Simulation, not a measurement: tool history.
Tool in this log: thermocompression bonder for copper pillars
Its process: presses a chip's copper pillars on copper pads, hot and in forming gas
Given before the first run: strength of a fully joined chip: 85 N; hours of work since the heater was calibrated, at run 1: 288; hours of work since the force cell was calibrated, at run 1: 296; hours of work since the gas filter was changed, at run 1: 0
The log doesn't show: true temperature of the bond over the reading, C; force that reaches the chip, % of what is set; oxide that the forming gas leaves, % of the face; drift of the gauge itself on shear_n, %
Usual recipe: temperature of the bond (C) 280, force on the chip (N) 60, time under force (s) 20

run	hour	temperature of the bond (C)	force on the chip (N)	time under force (s)	hours of work since the heater was calibrated	hours of work since the force cell was calibrated	hours of work since the gas filter was changed	force that shears a chip off (N)
1	0.0	280	60	20	288	296	0	38.3
2	13.8	280	60	20	298	306	10	39.3
3	23.2	278	60	20	304	313	16	37.4
4	33.9	278	60	20	312	320	24	37.9
5	52.1	278	60	26	325	333	36	41.9
6	69.8	278	60	26	337	345	49	41.5
7	84.3	280	60	20	347	355	59	38.3
8	101.6	280	60	20	359	368	71	38.9
9	116.0	280	46	20	369	378	81	32.2
10	132.6	280	46	20	381	389	93	32.5
11	141.8	280	46	20	387	396	99	32.6
12	151.5	280	46	20	394	403	106	33.9
13	164.9	280	46	56	404	412	115	46.7
14	187.5	280	46	56	419	428	131	46.3
15	203.3	280	46	56	430	439	142	46.7
16	213.9	280	60	19	438	446	150	36.4
17	232.0	280	60	19	451	459	162	36.6
18	249.7	280	60	53	463	471	175	52.9
19	259.7	280	60	53	470	478	182	51.5
20	272.2	280	60	53	479	487	191	51.8
21	295.0	281	52	53	495	503	207	48.5
22	312.3	297	65	19	507	515	219	46.2
23	333.8	280	72	25	522	530	234	45.3
24	355.4	307	65	20	537	545	249	51.1
25	373.4	293	69	20	549	558	261	45.1
26	393.8	280	37	11	564	572	276	21.3
27	403.6	260	60	47	571	579	283	39.3
28	421.4	260	60	47	583	591	295	39.3
29	435.1	280	55	20	593	601	305	35.4
30	453.8	287	55	20	606	614	318	39.7
31	473.6	280	43	20	620	628	332	29.7
32	485.1	280	43	20	628	636	340	31.6
33	504.6	280	39	35	641	650	353	34.8
34	523.8	280	65	20	655	663	367	38.3
35	543.7	280	43	13	669	677	381	25.0
36	555.8	280	43	13	677	686	389	24.5
37	565.8	282	50	20	684	693	396	34.2

Run 38 comes next. What will it give?
38	587.0	302	60	12	699	707	411	?

force that shears a chip off (N): 38.2
Had the tool carried no hidden state, the very same run would have given force that shears a chip off (N) 39.2.
